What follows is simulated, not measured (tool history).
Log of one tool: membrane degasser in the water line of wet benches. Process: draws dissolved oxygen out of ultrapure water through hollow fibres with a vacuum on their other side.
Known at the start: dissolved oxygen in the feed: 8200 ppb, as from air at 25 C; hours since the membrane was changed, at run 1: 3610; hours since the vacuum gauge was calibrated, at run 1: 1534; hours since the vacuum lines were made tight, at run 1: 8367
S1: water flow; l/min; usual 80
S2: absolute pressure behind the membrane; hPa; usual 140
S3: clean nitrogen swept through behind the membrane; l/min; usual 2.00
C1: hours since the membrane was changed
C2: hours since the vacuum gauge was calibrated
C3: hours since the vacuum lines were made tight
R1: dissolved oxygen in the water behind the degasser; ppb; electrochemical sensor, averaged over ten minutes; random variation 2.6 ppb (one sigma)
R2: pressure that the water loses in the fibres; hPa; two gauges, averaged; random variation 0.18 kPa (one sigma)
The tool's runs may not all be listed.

run,hour,S1,S2,S3,C1,C2,C3,R1,R2
1,0.0,80,140,2.00,3610,1534,8367,999.2,690.6
2,206.0,80,140,2.00,3816,1740,8573,998.4,692.7
3,445.8,80,140,2.00,4056,1979,8813,992.1,693.5
4,582.4,125,140,2.00,4193,2116,8949,1426.4,1085.8
5,758.5,125,140,2.00,4369,2292,9125,1416.6,1082.5
6,908.9,125,140,2.00,4519,2443,9276,1421.7,1081.5
7,1133.9,125,140,1.34,4744,2667,9501,1715.1,1081.3
8,1286.4,80,140,2.00,4897,2820,9653,993.7,692.5
9,1456.6,80,140,2.00,5067,2990,9824,996.8,693.2
# hour 1554.7: seals of the vacuum lines changed
10,1680.3,82,140,2.00,5289,3212,126,1013.4,714.0
11,1897.8,82,140,2.00,5506,3429,343,1012.7,710.7
12,2035.4,82,140,2.00,5644,3567,481,1020.7,710.7
13,2256.5,82,140,2.00,5865,3788,702,1012.6,711.3
14,2504.7,82,140,2.00,6113,4036,950,1013.5,709.8
15,2654.1,82,140,2.00,6263,4186,1099,1014.9,707.2
16,2875.7,82,140,2.00,6484,4407,1321,1019.9,712.1
17,3056.7,84,140,1.76,6665,4588,1502,1103.6,725.9
18,3257.2,50,140,5.47,6866,4789,1703,337.7,433.6
19,3367.5,50,140,5.47,6976,4899,1813,338.2,432.8
20,3595.2,50,140,5.47,7204,5127,2041,339.2,432.7
21,3776.5,50,314,0.94,7385,5308,2222,2278.3,434.2
# hour 3882.8: vacuum gauge calibrated
22,3950.2,62,277,1.97,7558,67,2395,1500.0,537.2
23,4174.5,62,277,1.97,7782,292,2619,1500.6,537.9
24,4399.1,62,277,1.97,8007,516,2844,1494.6,534.5
25,4576.5,71,277,3.86,8184,694,3021,1077.4,616.2
26,4735.2,60,173,2.00,8343,852,3180,944.2,520.9
27,4850.7,57,173,2.13,8459,968,3296,865.2,493.6
28,5092.7,80,96,2.00,8701,1210,3538,703.5,693.4
29,5247.7,80,87,2.82,8856,1365,3693,543.8,691.6
30,5398.3,58,196,2.02,9006,1515,3843,1021.8,503.0
31,5566.1,58,196,2.02,9174,1683,4011,1021.2,501.3
32,5719.1,58,196,2.02,9327,1836,4164,1022.6,500.9

Hidden state at the last listed run before each entry between runs and at the first one after, where it differs:
Between runs 9 and 10: seals of the vacuum lines changed (hour 1554.7)
  air that leaks in behind the membrane, l/min: 0.0025 -> 0.002
Between runs 21 and 22: vacuum gauge calibrated (hour 3882.8)
  no hidden state differs between the two runs
